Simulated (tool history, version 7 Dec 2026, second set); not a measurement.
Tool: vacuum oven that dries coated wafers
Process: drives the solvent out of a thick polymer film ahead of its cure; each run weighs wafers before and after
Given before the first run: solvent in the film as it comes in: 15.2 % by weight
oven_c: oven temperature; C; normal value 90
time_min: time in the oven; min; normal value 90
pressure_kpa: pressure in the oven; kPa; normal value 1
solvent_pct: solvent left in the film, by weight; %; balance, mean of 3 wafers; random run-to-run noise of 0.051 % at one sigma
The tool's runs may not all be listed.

run     day  oven_c  time_min  pressure_kpa  solvent_pct
  1       0      90        90             1          1.1
  2   0.308      98        90             1         0.47
  3   0.617      98        90             1         0.61
  4   0.946      98        90             1         0.45
  5   1.188      98        90             1         0.51
  6   1.396      98        90             1         0.49
  7   1.817      90        81             1         1.36
  8   2.175      90        81             1         1.32
  9   2.617      90        90             1         1.06
 10   3.083      80        90             1         3.48
 11   3.542      90        90          2.08          1.7
 12   3.962      90        90             1         1.12
 13     4.2      90        90          3.16         2.35
 14   4.521      88        90             1          1.3
 15       5      88        90             1         1.41
 16   5.267      88        90             1         1.49
 17   5.554      88        90             1         1.51
 18   5.796      88        90             1         1.42
 19     6.1      88        90             1         1.47
 20   6.612      90        90             1         1.12
 21   6.896      90        90             1         1.17
 22   7.217      90        90             1         1.14
 23   7.783      90        90             1         1.22
 24   8.142      90        72          0.78         1.52
 25    8.55      90        90          1.45         1.42
 26   8.846      90        90          1.45         1.53
 27     9.2      99        64          1.45         0.92
 28   9.667      99        64          1.45         0.94
 29  10.096      99        64          1.45         0.88
 30  10.458      99        64          1.45         0.91
 31  10.712      99        64          1.45         0.84
 32  11.071      90        54          0.56         2.24
 33  11.529      84        61          1.46         4.28
 34  11.779      90       142          2.68         1.83
 35  12.196      83        57          0.92         4.46
 36  12.667      94        47             1         1.92
 37      13      87       100             1         1.48
 38  13.425      87       100             1          1.5
 39  13.775      78        79          0.85          4.8
 40   14.05      90       130          3.26         2.32
 41  14.433      86       123          1.29         1.59
 42    14.7     102        85          2.55         1.06
 43  15.075     102        85          2.55         1.09
 44  15.575      90        55          2.53         3.37
 45  15.946      78       113             1         3.57
 46  16.446      78       113             1          3.6

Not shown here: 3 entries made in the log between runs. Locate each between two listed runs and compare the hidden state at the listed run before it with the hidden state at the listed run after it:
From run 22 to run 23: vacuum gauge cleaned of residue and calibrated (day 7.308); oven's thermocouples calibrated (day 7.558)
  true wafer temperature over the reading, C: 0.23 -> -0.3; true pressure over the reading, kPa: 0.03 -> 0.036
  difference, measured minus the result without the unlogged condition, solvent_pct: -0.01 -> +0.07 %
From run 26 to run 27: vacuum gauge cleaned of residue and calibrated, once more (day 8.946)
  true pressure over the reading, kPa: 0.041 -> 0.032
  difference, measured minus the result without the unlogged condition, solvent_pct: +0.07 -> +0.03 %
